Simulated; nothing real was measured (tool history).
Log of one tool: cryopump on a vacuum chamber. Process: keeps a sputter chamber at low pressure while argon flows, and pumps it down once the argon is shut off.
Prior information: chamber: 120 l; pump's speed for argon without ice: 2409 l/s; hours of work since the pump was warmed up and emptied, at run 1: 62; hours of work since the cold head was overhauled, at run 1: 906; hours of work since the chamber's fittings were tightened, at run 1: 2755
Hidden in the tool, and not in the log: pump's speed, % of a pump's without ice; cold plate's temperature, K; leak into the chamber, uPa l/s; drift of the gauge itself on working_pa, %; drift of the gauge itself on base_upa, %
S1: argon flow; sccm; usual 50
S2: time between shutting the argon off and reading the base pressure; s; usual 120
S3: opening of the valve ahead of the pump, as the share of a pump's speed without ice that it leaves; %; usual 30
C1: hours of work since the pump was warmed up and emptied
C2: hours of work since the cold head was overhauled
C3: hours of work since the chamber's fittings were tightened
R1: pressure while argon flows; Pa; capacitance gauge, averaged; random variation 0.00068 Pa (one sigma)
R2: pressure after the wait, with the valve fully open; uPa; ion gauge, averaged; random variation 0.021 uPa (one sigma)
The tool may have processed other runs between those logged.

run 1 hour=0.0 | S1=50 S2=120 S3=30 | C1=62 C2=906 C3=2755 | R1=0.1199 R2=0.91
run 2 hour=62.2 | S1=50 S2=120 S3=30 | C1=92 C2=936 C3=2785 | R1=0.1202 R2=0.89
run 3 hour=147.6 | S1=50 S2=120 S3=30 | C1=133 C2=977 C3=2826 | R1=0.1213 R2=0.93
run 4 hour=218.1 | S1=50 S2=120 S3=30 | C1=167 C2=1011 C3=2860 | R1=0.1222 R2=0.96
run 5 hour=283.8 | S1=50 S2=120 S3=30 | C1=199 C2=1043 C3=2892 | R1=0.1246 R2=1.01
run 6 hour=347.1 | S1=50 S2=120 S3=30 | C1=230 C2=1074 C3=2923 | R1=0.1269 R2=1.04
run 7 hour=449.0 | S1=50 S2=120 S3=30 | C1=279 C2=1123 C3=2972 | R1=0.1290 R2=1.07
run 8 hour=532.8 | S1=50 S2=120 S3=30 | C1=320 C2=1164 C3=3013 | R1=0.1319 R2=1.14
run 9 hour=623.1 | S1=50 S2=120 S3=23 | C1=363 C2=1207 C3=3056 | R1=0.1677 R2=1.18
-- hour=634.5 leaking fittings of the chamber tightened, without venting
-- hour=697.4 pump warmed up, emptied and cooled again
run 10 hour=732.3 | S1=50 S2=120 S3=23 | C1=17 C2=1257 C3=45 | R1=0.1540 R2=0.40
run 11 hour=798.1 | S1=50 S2=120 S3=23 | C1=49 C2=1289 C3=77 | R1=0.1542 R2=0.41
run 12 hour=902.4 | S1=50 S2=120 S3=23 | C1=99 C2=1339 C3=127 | R1=0.1577 R2=0.43
run 13 hour=981.6 | S1=50 S2=120 S3=23 | C1=138 C2=1378 C3=166 | R1=0.1578 R2=0.43
run 14 hour=1042.8 | S1=50 S2=120 S3=23 | C1=167 C2=1407 C3=195 | R1=0.1601 R2=0.45
run 15 hour=1143.4 | S1=50 S2=120 S3=23 | C1=216 C2=1456 C3=244 | R1=0.1642 R2=0.45
run 16 hour=1230.9 | S1=50 S2=120 S3=23 | C1=258 C2=1498 C3=286 | R1=0.1648 R2=0.46

Run 17 is up next; what results do you expect?
run 17 hour=1306.1 | S1=50 S2=120 S3=30 | C1=295 C2=1535 C3=323 | R1=? R2=?

R1: 0.1319 Pa
R2: 0.49 uPa
Without the tool's hidden state the same run would have given R1 0.1177 Pa, R2 0.35 uPa.

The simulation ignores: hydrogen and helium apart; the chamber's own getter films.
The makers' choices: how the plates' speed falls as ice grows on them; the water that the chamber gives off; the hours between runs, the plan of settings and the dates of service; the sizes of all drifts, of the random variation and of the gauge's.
